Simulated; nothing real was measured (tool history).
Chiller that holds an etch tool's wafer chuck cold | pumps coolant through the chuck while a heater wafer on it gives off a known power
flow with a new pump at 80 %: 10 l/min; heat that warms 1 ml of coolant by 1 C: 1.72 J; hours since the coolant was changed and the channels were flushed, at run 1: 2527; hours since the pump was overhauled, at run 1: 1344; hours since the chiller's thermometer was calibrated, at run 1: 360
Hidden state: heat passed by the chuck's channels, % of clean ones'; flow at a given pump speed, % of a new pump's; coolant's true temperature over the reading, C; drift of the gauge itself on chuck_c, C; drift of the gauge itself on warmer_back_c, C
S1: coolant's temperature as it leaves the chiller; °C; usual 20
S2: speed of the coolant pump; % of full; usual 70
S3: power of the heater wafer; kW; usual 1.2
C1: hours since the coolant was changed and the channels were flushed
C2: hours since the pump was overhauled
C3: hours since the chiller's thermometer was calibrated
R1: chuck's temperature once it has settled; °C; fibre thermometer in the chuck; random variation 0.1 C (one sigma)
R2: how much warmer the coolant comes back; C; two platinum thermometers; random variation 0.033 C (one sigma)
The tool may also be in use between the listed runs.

run	hour	S1	S2	S3	C1	C2	C3	R1	R2
1	0	20	70	1.2	2527	1344	360	37.6	5.04
2	54.9	19	70	1.2	2582	1399	414	36.5	5
3	87.7	25	70	1.2	2615	1432	447	42.6	5.02
4	119.3	25	70	1.2	2647	1464	479	42.5	5.01
5	167	25	70	1.2	2694	1511	527	42.6	5.03
6	207.6	25	70	0.975	2735	1552	567	39.5	4.1
7	249.4	20	70	0.706	2777	1594	609	30.2	2.97
8	303.6	20	70	0.706	2831	1648	663	30.7	2.93
9	348.4	20	70	0.706	2876	1693	708	30.6	2.98
10	401.8	20	70	0.784	2929	1746	761	31.8	3.28
11	443.6	20	70	0.784	2971	1788	803	32	3.33
12	473.9	22	70	1.2	3001	1818	833	40	5.08
13	516.2	22	70	1.2	3044	1861	876	40.2	5.11
14	558.5	22	70	1.2	3086	1903	918	40.1	5.15
15	594.6	22	70	1.2	3122	1939	954	40.2	5.12
16	643.6	22	70	1.2	3171	1988	1003	40.3	5.15
17	680.1	11	73	1.276	3208	2025	1040	30	5.21
# hour 684.1: chiller's thermometer calibrated
18	719.5	16	97	0.788	3246	2063	35	25.8	2.35
19	766.2	16	97	0.788	3293	2110	82	25.8	2.35
# hour 787: chiller's thermometer calibrated, once more
20	818.4	21	91	0.697	3344	2161	31	29.8	2.17
21	863.8	16	91	1.037	3389	2206	77	29	3.3
22	902.7	15	94	0.601	3428	2245	116	22.5	1.87
23	957.5	15	94	0.601	3483	2300	171	22.5	1.88
24	1011.6	15	94	0.601	3537	2354	225	22.5	1.85
25	1039.5	25	77	1.238	3565	2382	252	42.8	4.86
26	1079.1	13	62	1.145	3605	2421	292	32.5	5.62
27	1131.5	10	70	1.796	3657	2474	345	38.1	7.72
28	1172.1	15	70	0.878	3698	2514	385	28.9	3.83
29	1229.8	19	70	0.689	3755	2572	443	29.9	2.97
30	1285	19	70	0.689	3810	2627	498	30	2.96
31	1311.7	19	70	0.689	3837	2654	525	29.9	3

Forecast each of these 5 alternatives for the next run:
A	1347	13	85	1.201	3872	2689	560	?	?
B	1347	25	70	0.662	3872	2689	560	?	?
C	1347	19	94	0.943	3872	2689	560	?	?
D	1347	19	96	0.689	3872	2689	560	?	?
E	1347	25	63	1.432	3872	2689	560	?	?

run	R1	R2
A	29.5	4.26
B	35.7	2.84
C	31	3.03
D	27.8	2.07
E	49.6	7
Without the tool's hidden state the same runs would have given:
run	R1	R2
A	26	3.95
B	33.4	2.64
C	28.4	2.81
D	25.8	1.92
E	44.5	6.49

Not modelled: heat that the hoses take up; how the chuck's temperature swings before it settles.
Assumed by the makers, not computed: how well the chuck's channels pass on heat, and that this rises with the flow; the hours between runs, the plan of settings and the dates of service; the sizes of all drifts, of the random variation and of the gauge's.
